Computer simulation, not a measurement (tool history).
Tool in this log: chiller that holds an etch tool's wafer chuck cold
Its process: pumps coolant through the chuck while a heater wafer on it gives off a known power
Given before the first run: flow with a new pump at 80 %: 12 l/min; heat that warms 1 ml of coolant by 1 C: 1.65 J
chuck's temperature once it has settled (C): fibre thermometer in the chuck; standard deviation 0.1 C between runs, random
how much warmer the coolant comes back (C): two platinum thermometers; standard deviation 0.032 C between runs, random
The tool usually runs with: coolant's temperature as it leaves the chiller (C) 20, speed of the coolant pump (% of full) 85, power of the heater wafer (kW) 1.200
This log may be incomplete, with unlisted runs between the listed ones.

run    hour  coolant's temperature as it leaves the chiller (C)  speed of the coolant pump (% of full)  power of the heater wafer (kW)  chuck's temperature once it has settled (C)  how much warmer the coolant comes back (C)
  1     0.0                                                  20                                     85                           1.200                                         27.3                                        3.40
  2    61.9                                                  20                                     88                           1.200                                         27.2                                        3.25
  3   124.6                                                  20                                     85                           1.200                                         27.4                                        3.49
  4   184.4                                                  20                                     85                           1.200                                         27.3                                        3.43
  5   270.2                                                  20                                     85                           1.200                                         27.1                                        3.33
  6   329.6                                                  20                                     85                           1.200                                         27.4                                        3.33
  7   424.0                                                  20                                     85                           1.200                                         27.3                                        3.36
  8   505.4                                                  20                                     85                           1.200                                         27.3                                        3.29
  9   551.2                                                  29                                     85                           0.951                                         34.7                                        2.58
 10   595.1                                                  29                                     85                           0.951                                         34.8                                        2.64
 11   641.0                                                  22                                     85                           0.951                                         27.8                                        2.57
 12   736.9                                                  22                                     85                           0.951                                         27.8                                        2.56
 13   832.3                                                  20                                     73                           1.096                                         27.7                                        3.55
      858.9  -- chiller's thermometer calibrated
 14   933.8                                                  23                                     69                           0.636                                         27.6                                        2.10
 15  1000.2                                                  19                                     85                           1.200                                         26.3                                        3.18

Each row is a separate what-if for the run after 15, all from the same tool condition, not one after another. Results?
  A  1095.1                                                  19                                     88                           1.200                                            ?                                           ?
  B  1095.1                                                  12                                     87                           1.684                                            ?                                           ?
  C  1095.1                                                  28                                     67                           0.715                                            ?                                           ?
  D  1095.1                                                  19                                     81                           1.706                                            ?                                           ?

run  chuck's temperature once it has settled (C)  how much warmer the coolant comes back (C)
  A                                         26.1                                        3.15
  B                                         22.0                                        4.43
  C                                         33.4                                        2.45
  D                                         29.8                                        4.95
Without the tool's hidden state the same runs would have given:
run  chuck's temperature once it has settled (C)  how much warmer the coolant comes back (C)
  A                                         26.1                                        3.36
  B                                         22.0                                        4.63
  C                                         33.4                                        2.66
  D                                         29.8                                        5.15

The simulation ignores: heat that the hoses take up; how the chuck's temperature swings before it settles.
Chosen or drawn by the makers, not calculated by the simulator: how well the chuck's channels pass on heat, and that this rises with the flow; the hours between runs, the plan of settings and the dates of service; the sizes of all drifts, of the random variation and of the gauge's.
